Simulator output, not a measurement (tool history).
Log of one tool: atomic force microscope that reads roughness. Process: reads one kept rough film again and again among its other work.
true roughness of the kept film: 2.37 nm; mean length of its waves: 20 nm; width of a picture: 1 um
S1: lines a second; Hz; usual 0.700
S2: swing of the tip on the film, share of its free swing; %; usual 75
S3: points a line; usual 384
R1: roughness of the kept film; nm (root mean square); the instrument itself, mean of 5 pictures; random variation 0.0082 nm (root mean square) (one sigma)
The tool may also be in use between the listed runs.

run,hour,S1,S2,S3,R1
1,0.0,0.700,75,384,1.338
2,12.2,0.700,75,384,1.333
3,17.7,0.700,75,384,1.312
4,23.5,0.700,75,384,1.310
5,32.3,0.700,75,384,1.303
6,39.0,0.700,75,384,1.293
7,50.5,0.700,79,384,1.263
8,59.3,0.700,79,384,1.255
9,64.9,3.182,75,384,1.057
10,76.6,3.182,75,384,1.048
11,87.4,3.182,75,865,1.052
12,94.7,3.182,60,865,1.173
13,100.6,3.182,60,865,1.194
14,107.2,3.182,60,865,1.175
15,117.5,0.700,75,384,1.193
16,127.6,0.700,75,384,1.192
17,134.6,0.700,75,384,1.182
18,141.9,0.700,75,384,1.176
19,150.5,0.700,86,384,1.121
20,162.1,0.700,86,384,1.103
21,174.6,0.831,75,384,1.121
22,180.5,0.700,75,828,1.154
23,191.4,0.700,75,828,1.136
24,200.5,0.700,79,828,1.110
# hour 203.6: new tip fitted
25,208.8,0.591,78,472,1.795
26,216.9,0.591,78,472,1.765
27,226.5,0.858,78,472,1.705
28,235.4,0.858,78,472,1.681
29,241.4,0.700,69,384,1.724
30,253.1,0.883,60,360,1.710
31,262.3,2.260,60,360,1.624
32,272.8,2.260,60,360,1.604
33,283.7,0.965,75,436,1.592
34,289.3,0.965,75,436,1.566
35,297.0,0.965,75,436,1.562
36,307.4,0.700,82,286,1.509
37,315.2,2.339,75,572,1.390
38,325.2,2.339,75,572,1.373
39,331.7,0.700,75,660,1.527
40,342.8,0.700,75,660,1.509
41,349.5,0.526,87,908,1.479
42,355.0,0.526,87,908,1.465
43,364.9,0.526,87,353,1.423
44,377.3,0.961,65,383,1.458
45,388.0,0.961,65,383,1.442
46,401.3,1.108,75,594,1.374
47,412.8,1.108,75,594,1.357
48,418.6,2.125,75,433,1.248

The same runs without the tool's hidden state, with the same run-to-run variation:
The hidden state here: radius of the tip, nm; height scale over the true one, %; drift of the gauge itself on roughness_nm, %.
run,R1
1,1.779
2,1.797
3,1.779
4,1.789
5,1.791
6,1.791
7,1.772
8,1.773
9,1.505
10,1.508
11,1.527
12,1.717
13,1.753
14,1.739
15,1.785
16,1.797
17,1.792
18,1.792
19,1.723
20,1.717
21,1.764
22,1.821
23,1.812
24,1.791
25,1.800
26,1.790
27,1.754
28,1.754
29,1.811
30,1.825
31,1.757
32,1.758
33,1.766
34,1.753
35,1.765
36,1.728
37,1.609
38,1.605
39,1.802
40,1.804
41,1.780
42,1.776
43,1.744
44,1.813
45,1.813
46,1.752
47,1.751
48,1.624

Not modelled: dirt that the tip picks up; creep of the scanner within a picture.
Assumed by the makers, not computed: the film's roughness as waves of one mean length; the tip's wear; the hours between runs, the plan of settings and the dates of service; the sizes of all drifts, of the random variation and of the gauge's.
